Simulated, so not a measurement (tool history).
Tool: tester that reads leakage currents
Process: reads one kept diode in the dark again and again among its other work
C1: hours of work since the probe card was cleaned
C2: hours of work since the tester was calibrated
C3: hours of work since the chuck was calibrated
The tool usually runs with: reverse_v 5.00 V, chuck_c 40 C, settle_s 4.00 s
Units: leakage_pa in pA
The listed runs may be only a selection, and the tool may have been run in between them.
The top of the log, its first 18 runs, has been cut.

Run 19, hour 4125.7: usual settings but chuck_c 34 C; C1 1888; C2 549; C3 1094. Result: leakage_pa 264.33 pA.
Run 20, hour 4248.0: usual settings but chuck_c 34 C; C1 1963; C2 624; C3 1169. Result: leakage_pa 262.62 pA.
At hour 4486.0: probe card cleaned and baked.
Run 21, hour 4492.0: usual settings but chuck_c 34 C; C1 4; C2 772; C3 1316. Result: leakage_pa 253.13 pA.
Run 22, hour 4765.8: usual settings but reverse_v 5.40 V, chuck_c 34 C; C1 172; C2 940; C3 1484. Result: leakage_pa 262.80 pA.
Run 23, hour 5048.8: usual settings but chuck_c 24 C; C1 345; C2 1113; C3 1658. Result: leakage_pa 107.58 pA.
At hour 5135.5: chuck's temperature calibrated.
Run 24, hour 5191.7: usual settings but reverse_v 13.54 V, chuck_c 59 C, settle_s 1.31 s; C1 431; C2 1199; C3 34. Result: leakage_pa 3226.10 pA.
Run 25, hour 5365.3: usual settings but reverse_v 1.83 V, chuck_c 47 C, settle_s 9.15 s; C1 538; C2 1306; C3 141. Result: leakage_pa 437.68 pA.
Run 26, hour 5520.3: usual settings but reverse_v 1.83 V, chuck_c 31 C, settle_s 2.62 s; C1 633; C2 1401; C3 236. Result: leakage_pa 124.98 pA.
Run 27, hour 5699.9: usual settings but reverse_v 1.83 V, chuck_c 31 C, settle_s 2.62 s; C1 743; C2 1511; C3 346. Result: leakage_pa 124.34 pA.
Run 28, hour 5827.3: usual settings but reverse_v 1.03 V, settle_s 2.62 s; C1 821; C2 1589; C3 424. Result: leakage_pa 181.97 pA.
Run 29, hour 6075.0: usual settings but reverse_v 8.05 V, settle_s 2.62 s; C1 973; C2 1741; C3 576. Result: leakage_pa 572.93 pA.
Run 30, hour 6324.9: usual settings but reverse_v 1.27 V; C1 1126; C2 1894; C3 729. Result: leakage_pa 199.70 pA.
Run 31, hour 6546.4: usual settings but reverse_v 1.27 V; C1 1262; C2 2030; C3 865. Result: leakage_pa 196.83 pA.
Run 32, hour 6837.0: usual settings but reverse_v 1.27 V; C1 1440; C2 2208; C3 1043. Result: leakage_pa 193.78 pA.
Run 33, hour 7107.1: usual settings but reverse_v 1.27 V; C1 1605; C2 2373; C3 1208. Result: leakage_pa 192.06 pA.
Run 34, hour 7245.3: usual settings but reverse_v 7.16 V, chuck_c 26 C; C1 1690; C2 2458; C3 1293. Result: leakage_pa 167.74 pA.
At hour 7381.6: tester calibrated.
Run 35, hour 7438.5: usual settings but reverse_v 16.77 V, chuck_c 50 C; C1 1807; C2 35; C3 1410. Result: leakage_pa 1710.78 pA.
Run 36, hour 7680.9: usual settings but reverse_v 12.79 V, settle_s 2.32 s; C1 1956; C2 183; C3 1559. Result: leakage_pa 689.74 pA.

3 options for the next run, each taken on its own from the tool as it stands now. Forecast them:
Run A, hour 7800.0: usual settings but reverse_v 19.74 V, chuck_c 31 C, settle_s 0.89 s; C1 2029; C2 256; C3 1632. Result: leakage_pa ?.
Run B, hour 7800.0: usual settings but reverse_v 6.31 V, settle_s 2.32 s; C1 2029; C2 256; C3 1632. Result: leakage_pa ?.
Run C, hour 7800.0: usual settings but reverse_v 15.27 V, chuck_c 24 C, settle_s 1.30 s; C1 2029; C2 256; C3 1632. Result: leakage_pa ?.

run  leakage_pa
  A      443.61
  B      457.78
  C      218.43
Had the tool no hidden state, the same runs would have come out as:
run  leakage_pa
  A      490.45
  B      523.99
  C      234.62

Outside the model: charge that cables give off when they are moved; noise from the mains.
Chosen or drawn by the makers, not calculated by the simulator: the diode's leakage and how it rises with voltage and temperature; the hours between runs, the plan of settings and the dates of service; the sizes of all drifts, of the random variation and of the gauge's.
